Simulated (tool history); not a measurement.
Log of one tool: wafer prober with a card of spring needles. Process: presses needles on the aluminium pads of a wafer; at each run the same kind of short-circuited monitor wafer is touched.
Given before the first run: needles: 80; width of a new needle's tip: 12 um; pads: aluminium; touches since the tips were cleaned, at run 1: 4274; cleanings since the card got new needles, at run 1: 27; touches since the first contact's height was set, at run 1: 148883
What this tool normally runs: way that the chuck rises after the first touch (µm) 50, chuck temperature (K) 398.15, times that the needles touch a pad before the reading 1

run,hour,way that the chuck rises after the first touch (µm),chuck temperature (K),times that the needles touch a pad before the reading,touches since the tips were cleaned,cleanings since the card got new needles,touches since the first contact's height was set,resistance of one needle with its contact and lead (mohm),way that a needle slides on the pad (µm)
1,0,50,398.15,1,4274,27,148883,236,9.54
# hour 1.9: tips cleaned on abrasive film
2,16.8,50,398.15,1,4064,28,153439,238,9.35
# hour 20.5: tips cleaned on abrasive film
# hour 38: tips cleaned on abrasive film
3,38,50,398.15,1,0,30,159195,204,9.53
# hour 56.8: tips cleaned on abrasive film
4,57.5,50,398.15,1,190,31,164512,201,9.41
5,71.8,50,398.15,1,4093,31,168415,238,9.46
# hour 74.7: tips cleaned on abrasive film
# hour 92.7: tips cleaned on abrasive film
6,94,50,398.15,1,363,33,174439,208,9.46
# hour 110.5: tips cleaned on abrasive film
7,118.6,35,398.15,1,2223,34,181137,252,6.34
# hour 128.8: tips cleaned on abrasive film
8,134.9,35,398.15,1,1673,35,185572,247,6.38
# hour 146.3: tips cleaned on abrasive film
9,149.9,35,398.15,2,983,36,189627,219,6.39
# hour 164.9: tips cleaned on abrasive film
10,166.3,35,398.15,2,388,37,194107,215,6.33
11,177.3,35,321.15,2,3387,37,197106,236,6.42
# hour 182.9: tips cleaned on abrasive film
12,198.9,35,321.15,2,4393,38,202991,240,6.32
# hour 202.1: tips cleaned on abrasive film
# hour 219.8: tips cleaned on abrasive film
13,220.8,35,321.15,2,275,40,208927,198,6.33
# hour 239.2: tips cleaned on abrasive film
14,241.3,35,313.15,2,575,41,214512,200,6.37
15,256.5,35,313.15,2,4729,41,218666,240,6.14
# hour 258.6: tips cleaned on abrasive film
16,274.3,35,313.15,2,4288,42,223498,243,6.18
# hour 276.7: tips cleaned on abrasive film
# hour 294.8: tips cleaned on abrasive film
17,296.4,40,391.15,1,441,44,229489,212,7.13
# hour 312.6: tips cleaned on abrasive film
18,316.2,43,329.15,1,992,45,234885,210,7.82
# hour 318.4: height of the first contact set anew
# hour 330.6: tips cleaned on abrasive film
19,340.6,58,398.15,1,2734,46,6047,222,10.41
# hour 349.7: tips cleaned on abrasive film
20,363.5,58,398.15,1,3793,47,12287,230,10.43
# hour 368.5: tips cleaned on abrasive film
21,381.9,58,398.15,1,3671,48,17291,232,10.32
# hour 386.3: tips cleaned on abrasive film
22,400.2,50,318.15,1,3818,49,22276,233,8.86
# hour 404.2: tips cleaned on abrasive film
# hour 418.8: height of the first contact set anew, once more
# hour 422.6: tips cleaned on abrasive film
23,422.6,64,366.15,3,0,51,1028,190,12.7
24,439.3,64,366.15,3,4544,51,5572,200,12.65
# hour 441: tips cleaned on abrasive film
# hour 458.7: tips cleaned on abrasive film
25,459.8,33,308.15,1,288,53,11127,205,6.52
# hour 477.5: tips cleaned on abrasive film
26,484.5,69,398.15,2,1902,54,17862,205,13.64
# hour 496.5: tips cleaned on abrasive film
27,503.6,50,318.15,1,1924,55,23050,210,9.86
# hour 515.5: tips cleaned on abrasive film
28,518.9,50,352.15,1,924,56,27216,206,9.83
29,532.5,33,352.15,1,4644,56,30936,287,6.37
# hour 534.7: tips cleaned on abrasive film
30,546.3,49,334.15,1,3184,57,34697,219,9.57

Run by run, hidden condition taken away, random variation retained:
The tool's hidden condition here consists of: debris on the tips, nm; way that the needles fall short of the set height, um; tips' diameter, um; drift of the gauge itself on contact_mohm, %; drift of the gauge itself on scrub_um, %.
run,resistance of one needle with its contact and lead (mohm),way that a needle slides on the pad (µm)
1,200,9.96
2,201,9.78
3,199,10
4,195,9.9
5,200,9.94
6,200,9.97
7,205,6.87
8,202,6.93
9,201,6.95
10,204,6.91
11,189,7
12,186,6.92
13,188,6.97
14,187,7.02
15,184,6.78
16,185,6.84
17,196,7.83
18,187,8.53
19,197,11.49
20,198,11.52
21,201,11.42
22,184,9.98
23,189,12.71
24,191,12.67
25,185,6.57
26,197,13.71
27,186,9.94
28,191,9.93
29,196,6.47
30,182,9.68

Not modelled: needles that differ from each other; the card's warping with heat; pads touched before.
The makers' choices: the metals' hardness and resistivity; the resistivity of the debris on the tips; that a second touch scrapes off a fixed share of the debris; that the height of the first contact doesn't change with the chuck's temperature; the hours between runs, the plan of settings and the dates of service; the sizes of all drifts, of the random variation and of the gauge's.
